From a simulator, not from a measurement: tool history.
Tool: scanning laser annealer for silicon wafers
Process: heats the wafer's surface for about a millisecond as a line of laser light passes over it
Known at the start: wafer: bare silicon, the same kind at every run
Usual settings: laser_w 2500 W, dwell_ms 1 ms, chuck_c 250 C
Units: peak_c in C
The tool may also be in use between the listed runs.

run	day	laser_w	dwell_ms	chuck_c	peak_c
1	0	2500	1	250	926
2	1.025	2500	0.8	250	859
3	1.788	2500	0.8	250	856
4	2.342	2500	0.8	250	854
5	3.238	2500	0.8	250	855
6	3.946	2500	0.8	226	832
7	4.633	2500	0.8	226	827
8	5.55	2500	0.8	226	830
9	6.162	2500	0.8	226	828
10	7.188	2500	0.8	226	826
11	7.933	2500	0.8	226	829
12	9.004	2500	0.8	226	829
13	9.912	2132	0.82	243	764
14	10.671	2375	1.15	250	938
15	11.367	2375	1.15	250	935
16	12.296	2654	0.76	250	872
17	13	2612	0.95	266	947
18	13.638	2500	0.76	250	837
19	14.288	2240	0.89	227	798
20	14.958	2240	0.89	227	795
21	15.542	2559	1.02	219	910
22	16.042	2531	1.03	268	954
23	16.879	2531	1.03	211	897
# day 17.092: window over the wafer cleaned
24	17.521	2531	1.03	211	935

3 ways to go on from here, each from the tool as it stands after run 24. What would each give?
A	18.471	2444	0.8	252	?
B	18.471	2500	1.06	284	?
C	18.471	2416	1.03	211	?

run	peak_c
A	870
B	1007
C	903
Without the tool's hidden state the same runs would have given:
run	peak_c
A	879
B	1018
C	913

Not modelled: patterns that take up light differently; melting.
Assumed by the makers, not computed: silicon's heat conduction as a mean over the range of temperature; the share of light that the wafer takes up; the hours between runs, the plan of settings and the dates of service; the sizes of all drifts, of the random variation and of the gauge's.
